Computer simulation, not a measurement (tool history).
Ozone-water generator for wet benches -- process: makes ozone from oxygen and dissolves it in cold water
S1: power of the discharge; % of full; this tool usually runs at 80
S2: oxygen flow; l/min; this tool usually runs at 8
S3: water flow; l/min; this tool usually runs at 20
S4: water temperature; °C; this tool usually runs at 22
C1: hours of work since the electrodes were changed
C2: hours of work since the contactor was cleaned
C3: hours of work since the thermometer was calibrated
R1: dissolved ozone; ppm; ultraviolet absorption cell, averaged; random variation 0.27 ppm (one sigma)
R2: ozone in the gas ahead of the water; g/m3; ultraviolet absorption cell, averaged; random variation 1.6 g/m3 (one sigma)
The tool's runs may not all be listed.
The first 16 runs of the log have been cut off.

run,hour,S1,S2,S3,S4,C1,C2,C3,R1,R2
17,649,53,4.68,14,15,1936,443,3411,44.2,290.2
18,684.9,99,14.29,13,17,1960,467,3436,58,259.2
19,736.1,86,14.29,13,17,1995,502,3471,54.2,235.1
20,785.2,63,7.13,20,22,2028,536,3504,34.4,265.2
21,824.4,97,8,20,19,2055,562,3531,47.2,324.5
22,867.7,80,8,16,26,2085,592,3560,42.1,290.4
23,894.8,57,10.51,16,26,2103,610,3579,33.1,214.1
24,941.6,80,13.41,14,18,2135,642,3611,50.1,233.4
25,970,80,13.41,13,25,2154,662,3630,42.3,234.2
26,1022,80,13.41,13,25,2190,697,3666,42.8,234.7
27,1075.8,80,13.41,13,25,2227,734,3702,42.5,232.7
28,1116.5,90,8,20,22,2254,762,3730,42.4,308.1
29,1162.4,80,8.13,20,22,2286,793,3761,39.3,287.2
30,1205,83,5.19,20,22,2315,822,3790,40,354.6
31,1230.9,90,13.78,13,22,2332,840,3808,48.6,243.2
32,1270.4,56,8.55,20,22,2359,866,3835,32.7,228.5

Each row is a separate what-if for the run after 32, all from the same tool condition, not one after another. Results?
A,1324.7,56,11.65,20,22,2396,903,3872,?,?
B,1324.7,56,8.55,20,18,2396,903,3872,?,?
C,1324.7,67,8.55,20,22,2396,903,3872,?,?
D,1324.7,80,8,22,22,2396,903,3872,?,?

run,R1,R2
A,31.1,202.1
B,34.9,229.3
C,35.5,254
D,37,289.9
Without the tool's hidden state the same runs would have given:
run,R1,R2
A,32.5,207.8
B,36.3,235.8
C,37.1,261.9
D,38.8,299.9
